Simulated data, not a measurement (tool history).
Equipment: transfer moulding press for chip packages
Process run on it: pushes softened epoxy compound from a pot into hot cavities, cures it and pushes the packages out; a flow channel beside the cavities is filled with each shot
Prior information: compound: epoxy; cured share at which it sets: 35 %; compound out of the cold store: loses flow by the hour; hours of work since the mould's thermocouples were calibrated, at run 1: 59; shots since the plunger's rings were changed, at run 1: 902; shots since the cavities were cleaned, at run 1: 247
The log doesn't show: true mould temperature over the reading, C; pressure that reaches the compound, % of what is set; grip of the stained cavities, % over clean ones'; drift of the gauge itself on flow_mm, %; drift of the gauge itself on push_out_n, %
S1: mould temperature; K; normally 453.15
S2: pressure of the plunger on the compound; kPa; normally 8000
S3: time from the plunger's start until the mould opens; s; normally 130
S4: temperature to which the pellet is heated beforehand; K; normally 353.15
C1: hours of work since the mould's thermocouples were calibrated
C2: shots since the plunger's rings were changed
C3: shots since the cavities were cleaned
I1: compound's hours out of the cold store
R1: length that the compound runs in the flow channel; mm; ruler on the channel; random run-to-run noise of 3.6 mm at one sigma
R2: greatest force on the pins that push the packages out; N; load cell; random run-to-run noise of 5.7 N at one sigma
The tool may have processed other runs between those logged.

run 1 hour=0.0 | S1=453.15 S2=8000 S3=130 S4=353.15 | C1=59 C2=902 C3=247 | I1=24.7 | R1=779 R2=339
run 2 hour=15.7 | S1=453.15 S2=8000 S3=130 S4=353.15 | C1=66 C2=1008 C3=353 | I1=43.2 | R1=739 R2=338
-- hour=30.2 cavities cleaned with cleaning compound and waxed
run 3 hour=31.0 | S1=453.15 S2=8000 S3=130 S4=353.15 | C1=73 C2=1101 C3=5 | I1=21.8 | R1=781 R2=225
run 4 hour=43.7 | S1=453.15 S2=8000 S3=130 S4=353.15 | C1=78 C2=1187 C3=91 | I1=26.9 | R1=761 R2=266
run 5 hour=60.6 | S1=453.15 S2=8000 S3=130 S4=353.15 | C1=86 C2=1300 C3=204 | I1=43.1 | R1=722 R2=302
run 6 hour=77.5 | S1=453.15 S2=8000 S3=114 S4=353.15 | C1=93 C2=1414 C3=318 | I1=23.9 | R1=777 R2=439
run 7 hour=90.0 | S1=453.15 S2=8000 S3=114 S4=353.15 | C1=99 C2=1499 C3=403 | I1=33.7 | R1=756 R2=462
-- hour=97.9 cavities cleaned with cleaning compound and waxed
run 8 hour=108.8 | S1=457.15 S2=8360 S3=156 S4=355.15 | C1=106 C2=1615 C3=73 | I1=44.4 | R1=732 R2=209
run 9 hour=118.8 | S1=457.15 S2=8360 S3=156 S4=355.15 | C1=111 C2=1682 C3=140 | I1=17.6 | R1=791 R2=235
run 10 hour=131.1 | S1=453.15 S2=8380 S3=130 S4=353.15 | C1=116 C2=1765 C3=223 | I1=20.9 | R1=800 R2=335
run 11 hour=147.4 | S1=453.15 S2=8380 S3=130 S4=362.15 | C1=124 C2=1875 C3=333 | I1=37.2 | R1=756 R2=348
run 12 hour=157.6 | S1=459.15 S2=9450 S3=130 S4=362.15 | C1=128 C2=1943 C3=401 | I1=42.6 | R1=767 R2=294
-- hour=165.7 cavities cleaned with cleaning compound and waxed
run 13 hour=173.0 | S1=459.15 S2=9450 S3=130 S4=362.15 | C1=134 C2=2037 C3=49 | I1=44.6 | R1=756 R2=195
run 14 hour=193.1 | S1=453.15 S2=8000 S3=113 S4=353.15 | C1=143 C2=2173 C3=185 | I1=25.8 | R1=765 R2=398

Here are 3 independent what-if runs from the current tool condition. What would each one return?
run A hour=208.3 | S1=453.15 S2=8000 S3=160 S4=353.15 | C1=150 C2=2275 C3=287 | I1=42.3 | R1=? R2=?
run B hour=208.3 | S1=453.15 S2=8000 S3=117 S4=353.15 | C1=150 C2=2275 C3=287 | I1=45.5 | R1=? R2=?
run C hour=208.3 | S1=453.15 S2=8000 S3=126 S4=353.15 | C1=150 C2=2275 C3=287 | I1=12.3 | R1=? R2=?

run=A R1=734 R2=292
run=B R1=723 R2=410
run=C R1=801 R2=365
Stripped of hidden state, with their random variation kept, the same runs would have yielded:
run=A R1=747 R2=178
run=B R1=736 R2=250
run=C R1=815 R2=220
